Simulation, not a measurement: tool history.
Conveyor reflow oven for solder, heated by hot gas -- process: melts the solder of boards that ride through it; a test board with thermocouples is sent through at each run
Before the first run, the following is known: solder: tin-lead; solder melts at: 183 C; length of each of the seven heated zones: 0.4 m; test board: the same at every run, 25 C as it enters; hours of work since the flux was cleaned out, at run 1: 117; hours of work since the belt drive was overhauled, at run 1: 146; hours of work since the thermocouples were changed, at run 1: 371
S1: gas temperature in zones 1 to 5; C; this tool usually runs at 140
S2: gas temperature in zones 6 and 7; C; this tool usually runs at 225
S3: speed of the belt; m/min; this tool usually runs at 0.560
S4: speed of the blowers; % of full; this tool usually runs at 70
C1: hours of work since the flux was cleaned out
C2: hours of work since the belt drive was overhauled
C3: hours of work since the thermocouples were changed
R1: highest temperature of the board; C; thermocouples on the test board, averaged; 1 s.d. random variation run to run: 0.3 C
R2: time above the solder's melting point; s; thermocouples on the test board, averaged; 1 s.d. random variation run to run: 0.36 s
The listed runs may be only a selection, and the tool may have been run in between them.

run     day   S1   S2     S3  S4   C1   C2   C3     R1    R2
  1   0.000  140  225  0.560  70  117  146  371  207.1  53.4
  2   1.208  140  225  0.560  70  138  167  391  206.6  53.7
      2.858  -- flux residue cleaned out of gas plates and filters
  3   3.233  140  225  0.560  70    6  198  423  205.6  51.6
  4   4.825  140  225  0.560  70   34  225  450  205.0  51.2
  5   6.333  140  225  0.560  70   60  251  476  204.9  50.4
  6   7.358  140  225  0.560  70   77  269  493  204.8  51.3
      8.562  -- flux residue cleaned out of gas plates and filters, once more
  7   8.938  140  225  0.560  70    6  292  517  206.9  54.6
  8  10.304  140  225  0.560  70   30  316  540  207.1  54.5
  9  11.583  140  225  0.560  70   52  338  562  206.8  54.4
 10  12.833  140  225  0.560  70   73  359  584  206.4  54.1
 11  14.154  140  225  0.465  70   96  382  606  211.1  74.1
 12  15.200  140  225  0.465  70  114  400  624  211.4  73.9
 13  16.717  140  225  0.465  70  140  426  650  210.6  72.7
     18.167  -- flux residue cleaned out of gas plates and filters
     18.479  -- thermocouples of zones 6 and 7 changed
 14  18.479  140  235  0.560  70    4  451    0  216.6  64.0

What will run 15 give?
 15  19.450  140  225  0.596  70  21  468  17   ?   ?

Run 15 gave R1 205.2 C, R2 49.4 s.
Without the tool's hidden state the same run would have given R1 206.1 C, R2 50.2 s.
